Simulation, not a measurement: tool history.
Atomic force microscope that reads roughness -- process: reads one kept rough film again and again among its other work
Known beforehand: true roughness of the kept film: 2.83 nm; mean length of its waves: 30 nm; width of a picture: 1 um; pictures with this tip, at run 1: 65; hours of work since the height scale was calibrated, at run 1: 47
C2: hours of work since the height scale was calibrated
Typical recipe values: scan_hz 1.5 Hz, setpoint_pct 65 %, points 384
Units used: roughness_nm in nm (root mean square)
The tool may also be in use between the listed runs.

run 1 hour=0 | scan_hz=1.5 setpoint_pct=65 points=384 | pictures_with_this_tip=65 C2=47 | roughness_nm=2.462
run 2 hour=7.4 | scan_hz=1.5 setpoint_pct=65 points=384 | pictures_with_this_tip=80 C2=51 | roughness_nm=2.451
run 3 hour=20.9 | scan_hz=1.5 setpoint_pct=65 points=384 | pictures_with_this_tip=106 C2=60 | roughness_nm=2.438
run 4 hour=31.7 | scan_hz=1.5 setpoint_pct=65 points=384 | pictures_with_this_tip=127 C2=66 | roughness_nm=2.414
run 5 hour=42.1 | scan_hz=1.5 setpoint_pct=65 points=384 | pictures_with_this_tip=147 C2=73 | roughness_nm=2.432
run 6 hour=51.9 | scan_hz=1.5 setpoint_pct=65 points=384 | pictures_with_this_tip=166 C2=79 | roughness_nm=2.403
run 7 hour=59.5 | scan_hz=1.5 setpoint_pct=65 points=384 | pictures_with_this_tip=181 C2=83 | roughness_nm=2.383
run 8 hour=72.9 | scan_hz=0.58 setpoint_pct=65 points=384 | pictures_with_this_tip=207 C2=91 | roughness_nm=2.477
run 9 hour=83.6 | scan_hz=0.58 setpoint_pct=65 points=384 | pictures_with_this_tip=228 C2=98 | roughness_nm=2.468
run 10 hour=95.5 | scan_hz=0.58 setpoint_pct=65 points=384 | pictures_with_this_tip=252 C2=105 | roughness_nm=2.455
run 11 hour=103.1 | scan_hz=0.58 setpoint_pct=65 points=384 | pictures_with_this_tip=266 C2=110 | roughness_nm=2.425
run 12 hour=111.2 | scan_hz=0.58 setpoint_pct=69 points=384 | pictures_with_this_tip=282 C2=115 | roughness_nm=2.42
run 13 hour=118.7 | scan_hz=0.58 setpoint_pct=69 points=384 | pictures_with_this_tip=297 C2=119 | roughness_nm=2.423
run 14 hour=126.1 | scan_hz=1.07 setpoint_pct=65 points=384 | pictures_with_this_tip=311 C2=124 | roughness_nm=2.371
run 15 hour=140.5 | scan_hz=1.07 setpoint_pct=65 points=384 | pictures_with_this_tip=339 C2=133 | roughness_nm=2.371
-- hour=142.1 new tip fitted
run 16 hour=155.2 | scan_hz=1.07 setpoint_pct=65 points=384 | pictures_with_this_tip=25 C2=141 | roughness_nm=2.493
run 17 hour=165.1 | scan_hz=1.07 setpoint_pct=65 points=384 | pictures_with_this_tip=44 C2=148 | roughness_nm=2.495
run 18 hour=177.3 | scan_hz=1.07 setpoint_pct=65 points=384 | pictures_with_this_tip=68 C2=155 | roughness_nm=2.482
run 19 hour=188.9 | scan_hz=1.07 setpoint_pct=65 points=689 | pictures_with_this_tip=91 C2=162 | roughness_nm=2.476
run 20 hour=196.7 | scan_hz=1.07 setpoint_pct=65 points=689 | pictures_with_this_tip=106 C2=167 | roughness_nm=2.477
run 21 hour=209.1 | scan_hz=1.5 setpoint_pct=65 points=384 | pictures_with_this_tip=130 C2=174 | roughness_nm=2.427
run 22 hour=219.3 | scan_hz=1.5 setpoint_pct=63 points=384 | pictures_with_this_tip=150 C2=181 | roughness_nm=2.41
run 23 hour=230.1 | scan_hz=1.5 setpoint_pct=66 points=384 | pictures_with_this_tip=171 C2=187 | roughness_nm=2.384
run 24 hour=238 | scan_hz=1.5 setpoint_pct=66 points=384 | pictures_with_this_tip=187 C2=192 | roughness_nm=2.383
run 25 hour=245.1 | scan_hz=1.5 setpoint_pct=66 points=384 | pictures_with_this_tip=200 C2=196 | roughness_nm=2.364
run 26 hour=259 | scan_hz=1.5 setpoint_pct=56 points=384 | pictures_with_this_tip=228 C2=205 | roughness_nm=2.428
run 27 hour=267.1 | scan_hz=1.5 setpoint_pct=56 points=384 | pictures_with_this_tip=243 C2=210 | roughness_nm=2.41
run 28 hour=276.3 | scan_hz=0.7 setpoint_pct=56 points=955 | pictures_with_this_tip=261 C2=216 | roughness_nm=2.482
run 29 hour=287.4 | scan_hz=1.5 setpoint_pct=84 points=568 | pictures_with_this_tip=283 C2=222 | roughness_nm=2.122
run 30 hour=297.9 | scan_hz=2.85 setpoint_pct=66 points=540 | pictures_with_this_tip=303 C2=229 | roughness_nm=2.222
run 31 hour=309.4 | scan_hz=1.11 setpoint_pct=57 points=557 | pictures_with_this_tip=326 C2=236 | roughness_nm=2.414
run 32 hour=316 | scan_hz=1.11 setpoint_pct=57 points=557 | pictures_with_this_tip=339 C2=240 | roughness_nm=2.42
-- hour=319.1 new tip fitted
run 33 hour=324.3 | scan_hz=1.11 setpoint_pct=73 points=598 | pictures_with_this_tip=10 C2=245 | roughness_nm=2.454
run 34 hour=332.6 | scan_hz=1.11 setpoint_pct=73 points=598 | pictures_with_this_tip=26 C2=250 | roughness_nm=2.445
run 35 hour=343.1 | scan_hz=1.5 setpoint_pct=57 points=600 | pictures_with_this_tip=47 C2=256 | roughness_nm=2.524

For run 36, what comes out?
run 36 hour=352.5 | scan_hz=1.5 setpoint_pct=57 points=600 | pictures_with_this_tip=65 C2=262 | roughness_nm=?

{"run 36": {"roughness_nm": 2.524}}
With the hidden condition absent and the run-to-run variation left alone, this run would have shown roughness_nm 2.576 nm (root mean square).
